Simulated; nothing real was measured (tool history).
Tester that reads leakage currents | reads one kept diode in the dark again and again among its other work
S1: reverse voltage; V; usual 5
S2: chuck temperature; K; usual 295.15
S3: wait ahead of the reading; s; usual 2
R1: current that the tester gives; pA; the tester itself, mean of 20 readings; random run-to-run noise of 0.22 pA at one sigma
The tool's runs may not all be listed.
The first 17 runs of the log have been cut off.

run 18 hour=428.8 | S1=5 S2=298.15 S3=2 | R1=83.58
run 19 hour=442.8 | S1=5 S2=295.15 S3=2 | R1=65.2
run 20 hour=466.4 | S1=5 S2=295.15 S3=2 | R1=65.05
run 21 hour=479.7 | S1=1.07 S2=297.15 S3=4.15 | R1=44.4
run 22 hour=494.4 | S1=6.1 S2=309.15 S3=0.41 | R1=221.78
run 23 hour=519.3 | S1=13.03 S2=301.15 S3=3.19 | R1=151.95
run 24 hour=540.9 | S1=10.2 S2=327.15 S3=8.61 | R1=1013.47
run 25 hour=557.5 | S1=5 S2=295.15 S3=2 | R1=64.91
run 26 hour=589.7 | S1=5 S2=295.15 S3=2 | R1=64.72
run 27 hour=605.8 | S1=5 S2=300.15 S3=2 | R1=98.43
run 28 hour=637.5 | S1=5 S2=300.15 S3=2 | R1=98.95
run 29 hour=661.7 | S1=5 S2=300.15 S3=2 | R1=98.71
run 30 hour=678.9 | S1=4.9 S2=297.15 S3=2 | R1=76.01
run 31 hour=696.1 | S1=4.9 S2=297.15 S3=2 | R1=75.85
run 32 hour=715.9 | S1=8.18 S2=320.15 S3=2.53 | R1=560.21
run 33 hour=741.2 | S1=5 S2=305.15 S3=0.52 | R1=148.26
run 34 hour=770 | S1=16.06 S2=294.15 S3=6.04 | R1=92.7
run 35 hour=793.1 | S1=10.29 S2=295.15 S3=0.4 | R1=87.31
run 36 hour=807.7 | S1=10.29 S2=295.15 S3=1.82 | R1=85.17
run 37 hour=835.3 | S1=10.29 S2=295.15 S3=0.54 | R1=86.02
run 38 hour=853.1 | S1=3.29 S2=317.15 S3=7.46 | R1=324.52
run 39 hour=871.5 | S1=5.57 S2=328.15 S3=2.62 | R1=870.43

5 options for the next run, each taken on its own from the tool as it stands now. Forecast them:
run A hour=904 | S1=13.01 S2=304.15 S3=8.35 | R1=?
run B hour=904 | S1=5 S2=295.15 S3=2 | R1=?
run C hour=904 | S1=1.99 S2=295.15 S3=2 | R1=?
run D hour=904 | S1=8.37 S2=295.15 S3=1.51 | R1=?
run E hour=904 | S1=1.6 S2=328.15 S3=2.62 | R1=?

run=A R1=191.79
run=B R1=64.63
run=C R1=45.99
run=D R1=78.9
run=E R1=558.61
With no hidden state in the tool, these same runs would have given:
run=A R1=213.22
run=B R1=72.15
run=C R1=52.22
run=D R1=86.78
run=E R1=627.28
